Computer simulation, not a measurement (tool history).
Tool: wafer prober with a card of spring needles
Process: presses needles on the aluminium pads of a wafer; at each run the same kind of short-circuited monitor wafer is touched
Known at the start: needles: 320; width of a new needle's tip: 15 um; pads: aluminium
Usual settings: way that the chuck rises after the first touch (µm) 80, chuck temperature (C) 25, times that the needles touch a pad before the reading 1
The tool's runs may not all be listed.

run	hour	way that the chuck rises after the first touch (µm)	chuck temperature (C)	times that the needles touch a pad before the reading	resistance of one needle with its contact and lead (mohm)	way that a needle slides on the pad (µm)
1	0.0	80	25	1	308	18.74
# hour 2.1: tips cleaned on abrasive film
2	24.6	80	25	1	301	18.83
# hour 33.3: tips cleaned on abrasive film
3	50.1	80	27	1	298	18.68
# hour 63.4: tips cleaned on abrasive film
4	76.3	80	25	3	268	18.69
# hour 93.5: tips cleaned on abrasive film
5	95.4	80	25	1	264	18.80
6	108.6	80	25	1	291	18.71
# hour 123.1: tips cleaned on abrasive film
7	134.5	80	25	1	289	18.66
# hour 153.8: tips cleaned on abrasive film
8	154.3	80	25	1	265	18.60
9	179.7	80	25	1	308	18.58
# hour 184.2: tips cleaned on abrasive film
10	202.3	77	25	1	302	17.85
# hour 215.1: tips cleaned on abrasive film
11	222.8	76	25	2	268	17.69
# hour 245.7: tips cleaned on abrasive film
12	247.5	76	25	2	263	17.46
13	271.9	61	25	2	312	13.89
# hour 276.5: tips cleaned on abrasive film
14	285.8	72	119	2	299	16.62
15	296.6	62	31	3	284	14.26
# hour 306.5: tips cleaned on abrasive film
16	318.4	62	31	2	293	14.14
# hour 337.4: tips cleaned on abrasive film
17	339.6	84	25	1	267	19.28
18	354.4	98	25	1	286	22.60
# hour 367.3: tips cleaned on abrasive film
19	367.3	82	29	1	255	18.93

Forecast each of these 5 alternatives for the next run:
A	388.7	77	118	1	?	?
B	388.7	86	45	1	?	?
C	388.7	74	41	1	?	?
D	388.7	80	38	1	?	?
E	388.7	80	25	1	?	?

run	resistance of one needle with its contact and lead (mohm)	way that a needle slides on the pad (µm)
A	329	17.76
B	299	19.90
C	312	17.04
D	306	18.45
E	299	18.46
Without the tool's hidden state the same runs would have given:
run	resistance of one needle with its contact and lead (mohm)	way that a needle slides on the pad (µm)
A	282	18.55
B	256	20.69
C	257	17.83
D	257	19.23
E	249	19.25
